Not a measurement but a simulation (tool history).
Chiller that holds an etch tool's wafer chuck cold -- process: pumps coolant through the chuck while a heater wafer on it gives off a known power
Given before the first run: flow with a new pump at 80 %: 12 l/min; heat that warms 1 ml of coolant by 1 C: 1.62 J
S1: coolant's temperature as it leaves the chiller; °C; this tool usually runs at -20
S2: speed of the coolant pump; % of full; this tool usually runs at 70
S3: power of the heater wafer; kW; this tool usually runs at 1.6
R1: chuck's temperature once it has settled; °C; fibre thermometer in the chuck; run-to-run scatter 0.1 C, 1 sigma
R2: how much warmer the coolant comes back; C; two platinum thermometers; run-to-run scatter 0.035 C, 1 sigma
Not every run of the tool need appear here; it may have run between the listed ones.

run 1 day=0 | S1=-20 S2=70 S3=1.6 | R1=-5.2 R2=5.66
run 2 day=5.342 | S1=-20 S2=70 S3=1.6 | R1=-5.3 R2=5.67
run 3 day=11.929 | S1=-20 S2=70 S3=1.6 | R1=-5.2 R2=5.74
run 4 day=15.775 | S1=-20 S2=70 S3=1.208 | R1=-8.9 R2=4.28
run 5 day=20.575 | S1=-24 S2=70 S3=1.208 | R1=-12.9 R2=4.33
run 6 day=25.471 | S1=-20 S2=70 S3=1.628 | R1=-5 R2=5.83
run 7 day=28.671 | S1=-20 S2=70 S3=1.628 | R1=-4.8 R2=5.8
run 8 day=32.571 | S1=-20 S2=70 S3=1.628 | R1=-4.9 R2=5.84
-- day=34.3 chiller's thermometer calibrated
run 9 day=35.442 | S1=-20 S2=70 S3=1.628 | R1=-4.9 R2=5.77
run 10 day=39.633 | S1=-20 S2=91 S3=1.628 | R1=-7.6 R2=4.36
run 11 day=42.371 | S1=-20 S2=79 S3=1.628 | R1=-6.5 R2=5.1
run 12 day=45.875 | S1=-20 S2=79 S3=1.628 | R1=-6.2 R2=5.1
run 13 day=52.183 | S1=-20 S2=79 S3=1.628 | R1=-6.2 R2=5.13
run 14 day=58.646 | S1=-20 S2=79 S3=1.628 | R1=-6.2 R2=5.1
run 15 day=61.746 | S1=-20 S2=79 S3=1.628 | R1=-6.3 R2=5.06
run 16 day=67.533 | S1=-20 S2=70 S3=1.6 | R1=-5.4 R2=5.73
run 17 day=72.292 | S1=-27 S2=85 S3=1.6 | R1=-14.2 R2=4.58
run 18 day=75.233 | S1=-12 S2=99 S3=1.085 | R1=-4.1 R2=2.66
run 19 day=77.95 | S1=-18 S2=73 S3=0.865 | R1=-10.2 R2=2.91
run 20 day=81.05 | S1=-30 S2=70 S3=0.924 | R1=-21.4 R2=3.27
run 21 day=86.675 | S1=-14 S2=64 S3=1.74 | R1=3.2 R2=6.78
run 22 day=89.421 | S1=-20 S2=72 S3=1.124 | R1=-9.7 R2=3.88
run 23 day=93.842 | S1=-20 S2=72 S3=1.124 | R1=-9.9 R2=3.86
run 24 day=97.342 | S1=-20 S2=72 S3=1.124 | R1=-9.8 R2=3.91
-- day=100.229 coolant changed, channels flushed
run 25 day=100.338 | S1=-20 S2=93 S3=1.121 | R1=-11.6 R2=2.91
run 26 day=105.692 | S1=-20 S2=93 S3=1.121 | R1=-11.7 R2=2.93
run 27 day=110.354 | S1=-20 S2=93 S3=1.121 | R1=-11.5 R2=3.01
run 28 day=113.658 | S1=-26 S2=66 S3=1.153 | R1=-14.7 R2=4.41
run 29 day=119.042 | S1=-26 S2=66 S3=1.153 | R1=-15 R2=4.39
run 30 day=122.746 | S1=-20 S2=94 S3=1.153 | R1=-11.4 R2=2.99
run 31 day=126.492 | S1=-20 S2=94 S3=1.153 | R1=-11.4 R2=3.02

Here are 4 independent what-if runs from the current tool condition. What would each one return?
run A day=132.338 | S1=-20 S2=77 S3=1.153 | R1=? R2=?
run B day=132.338 | S1=-11 S2=73 S3=1.025 | R1=? R2=?
run C day=132.338 | S1=-24 S2=70 S3=1.621 | R1=? R2=?
run D day=132.338 | S1=-17 S2=96 S3=1.153 | R1=? R2=?

run=A R1=-9.9 R2=3.77
run=B R1=-1.9 R2=3.5
run=C R1=-9.1 R2=5.76
run=D R1=-8.5 R2=2.93
What these runs would have given with no unlogged condition in the tool:
run=A R1=-9.9 R2=3.76
run=B R1=-1.9 R2=3.5
run=C R1=-9.1 R2=5.76
run=D R1=-8.5 R2=2.92
